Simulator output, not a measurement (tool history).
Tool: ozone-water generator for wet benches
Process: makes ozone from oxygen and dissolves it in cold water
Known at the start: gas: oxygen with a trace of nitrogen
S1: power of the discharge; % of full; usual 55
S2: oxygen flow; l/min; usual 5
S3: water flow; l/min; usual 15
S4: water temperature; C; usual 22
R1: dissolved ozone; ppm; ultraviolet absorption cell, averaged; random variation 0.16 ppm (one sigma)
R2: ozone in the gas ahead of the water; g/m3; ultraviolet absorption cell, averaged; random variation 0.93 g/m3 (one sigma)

run    hour  S1    S2  S3  S4    R1     R2
  1       0  55     5  15  22  19.9  155.8
  2   124.1  55     5  15  25  18.9  156.3
  3   309.6  55     5  15  22    20  156.3
  4   469.1  55  7.96  15  22  20.7  133.7
  5   655.5  55  7.96  15  22  20.7  133.9
  6   823.2  55     5  15  22  19.8    157
  7   966.6  55     5  15  22  19.7  156.2
  8  1119.8  55     5  15  22  20.2  155.3
  9  1246.9  55     5  15  22  19.8  156.1
 10  1323.3  55     5  15  23  19.6  155.2
 11  1509.7  55     5  15  22  19.9  156.6
 12    1677  55     5  15  22  19.9  154.8
     1846.4  -- water thermometer calibrated
 13  1862.3  55     5  15  22    20  155.1
 14  1962.4  70     5  15  30  20.7  187.5
 15  2053.8  55  5.33  15  22  20.2  152.5
 16  2189.6  55     5   9  24  25.7  155.6
 17  2329.5  55     5   9  24  25.7  155.3
 18  2447.3  55     5   9  24  25.7  154.9
 19  2612.2  55     5   9  24  25.6  156.6
 20    2746  97     5  11  24  35.1  240.4
 21  2866.9  55     5  13  25  20.4  154.8
 22  2986.5  62     5  13  17  26.4  172.7
 23  3139.8  62  5.12  12  20  26.1  169.8

3 ways to go on from here, each from the tool as it stands after run 23. What would each give?
  A  3283.6  43  5.38  15  22   ?   ?
  B  3283.6  55  5.51  24  22   ?   ?
  C  3283.6  62  5.12  12  19   ?   ?

run    R1     R2
  A  16.5  126.4
  B  14.6  150.8
  C  26.5  169.7
Without the tool's hidden state the same runs would have given:
run    R1     R2
  A  16.5  126.5
  B  14.6    151
  C  26.6  169.9
